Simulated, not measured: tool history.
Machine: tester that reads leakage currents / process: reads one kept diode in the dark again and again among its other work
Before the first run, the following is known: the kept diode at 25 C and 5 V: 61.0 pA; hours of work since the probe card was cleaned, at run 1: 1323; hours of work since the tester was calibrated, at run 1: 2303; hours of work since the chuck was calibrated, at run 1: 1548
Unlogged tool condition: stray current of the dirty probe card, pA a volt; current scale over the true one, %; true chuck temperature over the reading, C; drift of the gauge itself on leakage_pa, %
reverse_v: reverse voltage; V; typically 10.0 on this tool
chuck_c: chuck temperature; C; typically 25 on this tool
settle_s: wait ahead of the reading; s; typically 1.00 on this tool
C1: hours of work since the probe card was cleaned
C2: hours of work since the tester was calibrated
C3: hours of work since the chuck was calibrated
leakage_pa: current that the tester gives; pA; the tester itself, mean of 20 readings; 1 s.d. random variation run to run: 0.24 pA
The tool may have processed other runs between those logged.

run 1 hour=0.0 | reverse_v=10.0 chuck_c=25 settle_s=1.00 | C1=1323 C2=2303 C3=1548 | leakage_pa=74.68
run 2 hour=46.7 | reverse_v=10.0 chuck_c=25 settle_s=1.00 | C1=1354 C2=2333 C3=1579 | leakage_pa=74.92
run 3 hour=111.5 | reverse_v=10.0 chuck_c=25 settle_s=1.00 | C1=1396 C2=2376 C3=1621 | leakage_pa=74.55
run 4 hour=161.3 | reverse_v=10.0 chuck_c=25 settle_s=1.00 | C1=1429 C2=2408 C3=1654 | leakage_pa=74.91
run 5 hour=241.4 | reverse_v=10.0 chuck_c=25 settle_s=1.00 | C1=1482 C2=2461 C3=1707 | leakage_pa=74.48
run 6 hour=295.9 | reverse_v=10.0 chuck_c=23 settle_s=1.00 | C1=1517 C2=2497 C3=1742 | leakage_pa=65.58
run 7 hour=372.4 | reverse_v=10.0 chuck_c=23 settle_s=1.00 | C1=1568 C2=2547 C3=1793 | leakage_pa=65.51
run 8 hour=418.5 | reverse_v=10.0 chuck_c=23 settle_s=1.00 | C1=1598 C2=2577 C3=1823 | leakage_pa=65.30
-- hour=429.2 chuck's temperature calibrated
run 9 hour=471.2 | reverse_v=10.0 chuck_c=25 settle_s=1.00 | C1=1631 C2=2610 C3=28 | leakage_pa=85.65
run 10 hour=544.1 | reverse_v=10.0 chuck_c=25 settle_s=1.00 | C1=1679 C2=2658 C3=75 | leakage_pa=85.68
run 11 hour=612.7 | reverse_v=10.0 chuck_c=25 settle_s=1.00 | C1=1724 C2=2703 C3=120 | leakage_pa=85.68
run 12 hour=667.8 | reverse_v=10.0 chuck_c=25 settle_s=1.00 | C1=1760 C2=2739 C3=157 | leakage_pa=85.82
run 13 hour=718.7 | reverse_v=10.0 chuck_c=25 settle_s=1.00 | C1=1793 C2=2773 C3=190 | leakage_pa=85.65
run 14 hour=787.5 | reverse_v=10.0 chuck_c=25 settle_s=1.00 | C1=1839 C2=2818 C3=235 | leakage_pa=85.53
run 15 hour=856.6 | reverse_v=10.0 chuck_c=25 settle_s=1.00 | C1=1884 C2=2863 C3=280 | leakage_pa=86.13
run 16 hour=933.9 | reverse_v=10.0 chuck_c=25 settle_s=1.00 | C1=1935 C2=2914 C3=331 | leakage_pa=85.41
run 17 hour=1004.8 | reverse_v=10.0 chuck_c=52 settle_s=1.30 | C1=1981 C2=2961 C3=378 | leakage_pa=508.57
-- hour=1020.6 tester calibrated
run 18 hour=1071.9 | reverse_v=10.0 chuck_c=30 settle_s=0.35 | C1=2024 C2=34 C3=420 | leakage_pa=124.61
run 19 hour=1127.9 | reverse_v=1.0 chuck_c=31 settle_s=6.33 | C1=2061 C2=70 C3=457 | leakage_pa=57.92
run 20 hour=1207.2 | reverse_v=3.7 chuck_c=33 settle_s=0.31 | C1=2113 C2=122 C3=509 | leakage_pa=104.98
run 21 hour=1275.2 | reverse_v=3.7 chuck_c=33 settle_s=0.31 | C1=2157 C2=167 C3=554 | leakage_pa=104.81
run 22 hour=1343.6 | reverse_v=1.4 chuck_c=20 settle_s=0.31 | C1=2202 C2=212 C3=599 | leakage_pa=29.35
run 23 hour=1396.4 | reverse_v=1.4 chuck_c=20 settle_s=0.31 | C1=2237 C2=247 C3=633 | leakage_pa=29.10
run 24 hour=1444.7 | reverse_v=10.0 chuck_c=34 settle_s=1.00 | C1=2268 C2=278 C3=665 | leakage_pa=154.73
run 25 hour=1498.9 | reverse_v=7.3 chuck_c=34 settle_s=1.21 | C1=2304 C2=314 C3=701 | leakage_pa=137.56
run 26 hour=1570.7 | reverse_v=3.5 chuck_c=34 settle_s=2.51 | C1=2351 C2=361 C3=748 | leakage_pa=105.95
run 27 hour=1654.0 | reverse_v=10.0 chuck_c=35 settle_s=1.00 | C1=2406 C2=416 C3=802 | leakage_pa=163.18
run 28 hour=1735.9 | reverse_v=10.0 chuck_c=35 settle_s=1.00 | C1=2460 C2=469 C3=856 | leakage_pa=163.33
run 29 hour=1815.9 | reverse_v=2.4 chuck_c=44 settle_s=1.00 | C1=2512 C2=522 C3=909 | leakage_pa=184.77
run 30 hour=1879.4 | reverse_v=8.8 chuck_c=44 settle_s=1.00 | C1=2554 C2=563 C3=950 | leakage_pa=281.90
run 31 hour=1916.2 | reverse_v=10.4 chuck_c=25 settle_s=3.36 | C1=2578 C2=588 C3=974 | leakage_pa=84.79
run 32 hour=2000.4 | reverse_v=10.4 chuck_c=25 settle_s=3.36 | C1=2633 C2=643 C3=1030 | leakage_pa=84.87

Consider 5 possible next runs. They are alternatives, not a sequence: every one starts from the tool as it was left by run 32. What does each give?
run A hour=2074.0 | reverse_v=7.3 chuck_c=25 settle_s=3.36 | C1=2681 C2=691 C3=1078 | leakage_pa=?
run B hour=2074.0 | reverse_v=10.0 chuck_c=48 settle_s=1.00 | C1=2681 C2=691 C3=1078 | leakage_pa=?
run C hour=2074.0 | reverse_v=10.4 chuck_c=59 settle_s=3.76 | C1=2681 C2=691 C3=1078 | leakage_pa=?
run D hour=2074.0 | reverse_v=5.8 chuck_c=56 settle_s=2.74 | C1=2681 C2=691 C3=1078 | leakage_pa=?
run E hour=2074.0 | reverse_v=2.8 chuck_c=44 settle_s=1.17 | C1=2681 C2=691 C3=1078 | leakage_pa=?

run=A leakage_pa=73.25
run=B leakage_pa=378.75
run=C leakage_pa=758.52
run=D leakage_pa=526.47
run=E leakage_pa=190.87
Without the tool's unlogged condition, the same runs would have read:
run=A leakage_pa=69.37
run=B leakage_pa=399.97
run=C leakage_pa=812.82
run=D leakage_pa=567.34
run=E leakage_pa=205.89
